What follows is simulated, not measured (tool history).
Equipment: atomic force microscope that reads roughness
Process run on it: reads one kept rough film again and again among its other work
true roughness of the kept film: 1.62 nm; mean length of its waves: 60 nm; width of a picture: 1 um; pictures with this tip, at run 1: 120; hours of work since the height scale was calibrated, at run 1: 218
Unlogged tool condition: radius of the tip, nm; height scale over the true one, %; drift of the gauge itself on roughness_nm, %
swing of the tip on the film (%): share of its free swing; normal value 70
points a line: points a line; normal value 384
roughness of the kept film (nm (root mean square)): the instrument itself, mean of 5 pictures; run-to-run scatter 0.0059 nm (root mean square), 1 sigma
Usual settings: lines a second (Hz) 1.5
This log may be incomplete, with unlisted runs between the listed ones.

run	day	lines a second (Hz)	swing of the tip on the film (%)	points a line	pictures with this tip	hours of work since the height scale was calibrated	roughness of the kept film (nm (root mean square))
1	0	1.5	70	384	120	218	1.435
2	0.775	1.5	78	384	147	232	1.365
3	1.45	1.5	78	384	170	245	1.363
4	2.146	1.5	78	384	194	257	1.349
5	2.696	1.5	62	384	213	267	1.438
# day 2.946: new tip fitted
6	3.217	1.5	62	384	9	277	1.52
7	3.971	1.5	62	384	35	290	1.506
8	4.671	1.5	62	384	59	303	1.501
9	5.158	1.5	80	384	76	312	1.382
10	5.838	1.5	80	384	99	324	1.381
11	6.471	1.5	80	384	121	336	1.365
12	6.9	1.5	80	384	136	344	1.358
13	7.692	1.5	80	384	163	358	1.355
14	8.292	1.5	80	384	184	369	1.343
15	8.912	1.5	70	384	205	381	1.395
# day 9.375: new tip fitted
16	9.517	1.5	70	384	5	391	1.48
17	9.892	1.5	70	384	18	398	1.476
18	10.588	1.5	70	384	42	411	1.474
19	11.012	0.83	61	417	57	418	1.51
20	11.408	0.83	61	417	70	426	1.51
21	11.8	0.83	61	417	84	433	1.509
22	12.496	3.03	70	282	108	445	1.355
23	12.9	3.03	70	282	122	453	1.342
24	13.475	3.03	70	282	142	463	1.325
25	13.817	1.5	78	384	153	470	1.368
26	14.458	0.58	89	565	175	481	1.408
27	15.058	2.85	79	761	196	492	1.224
28	15.696	1.82	60	641	218	504	1.416
# day 15.792: new tip fitted
29	16.304	1.82	60	641	17	515	1.502
30	17.025	2.24	74	781	42	528	1.389
31	17.829	2.24	74	781	70	542	1.376
32	18.3	2.24	74	781	86	551	1.362

Forecast run 33:
33	18.958	2.24	74	781	109	563	?

For run 33 the tool returned roughness of the kept film (nm (root mean square)) 1.358.
If the tool had no hidden condition, the same run with the same run-to-run variation would have returned roughness of the kept film (nm (root mean square)) 1.408.
